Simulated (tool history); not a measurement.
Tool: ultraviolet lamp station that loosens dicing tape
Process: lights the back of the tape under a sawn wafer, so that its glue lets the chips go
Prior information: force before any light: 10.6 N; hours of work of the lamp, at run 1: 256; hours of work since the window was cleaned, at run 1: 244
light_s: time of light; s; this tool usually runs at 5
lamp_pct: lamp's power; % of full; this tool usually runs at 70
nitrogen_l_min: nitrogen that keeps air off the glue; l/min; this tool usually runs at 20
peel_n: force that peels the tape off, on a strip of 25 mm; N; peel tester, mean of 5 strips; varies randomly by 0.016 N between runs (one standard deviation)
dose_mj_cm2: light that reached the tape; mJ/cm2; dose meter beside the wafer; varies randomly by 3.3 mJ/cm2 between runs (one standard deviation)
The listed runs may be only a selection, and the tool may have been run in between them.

run	hour	light_s	lamp_pct	nitrogen_l_min	hours of work of the lamp	hours of work since the window was cleaned	peel_n	dose_mj_cm2
1	0.0	5	70	20	256	244	1.004	460
2	5.0	5	70	20	259	248	1.028	461
3	9.5	5	70	20	262	251	1.018	451
4	17.5	5	63	20	267	256	1.305	407
5	24.1	5	63	20	272	260	1.324	408
6	33.7	5	63	20	278	267	1.292	406
7	43.0	5	70	18	284	273	1.114	456
8	50.1	4	70	20	289	278	1.627	364
# hour 51.4: window cleaned of glue's vapour
9	59.1	4	70	20	295	5	1.673	359
10	67.9	4	70	20	300	11	1.735	352
11	75.2	4	70	20	305	16	1.721	352
# hour 78.5: window cleaned of glue's vapour, once more
12	83.4	3	76	20	310	3	2.112	310
13	89.7	3	87	20	314	7	1.667	358
14	97.9	3	87	20	320	13	1.663	359
15	105.6	4	64	16	325	18	1.921	349
16	111.0	6	84	14	329	22	0.470	693
17	119.6	8	95	12	334	27	0.169	1035
18	127.1	10	71	38	339	32	0.113	971
19	131.4	3	99	9	342	35	2.087	407

Entry by entry between the runs, the difference in hidden state between the last listed run before and the first listed run after:
Logged between run 8 and run 9: window cleaned of glue's vapour (hour 51.4)
  lamp's light, % of a new lamp's: 94.1 -> 94; light that the window lets through, % of a clean one's: 92.3 -> 90.8
  measured value less the no-hidden-state value, peel_n: +0.388 -> +0.435 N; dose_mj_cm2: -54 -> -61 mJ/cm2
Logged between run 11 and run 12: window cleaned of glue's vapour, once more (hour 78.5)
  lamp's light, % of a new lamp's: 93.9 -> 93.8; light that the window lets through, % of a clean one's: 90.5 -> 99.2
  measured value less the no-hidden-state value, peel_n: +0.461 -> +0.238 N; dose_mj_cm2: -62 -> -23 mJ/cm2
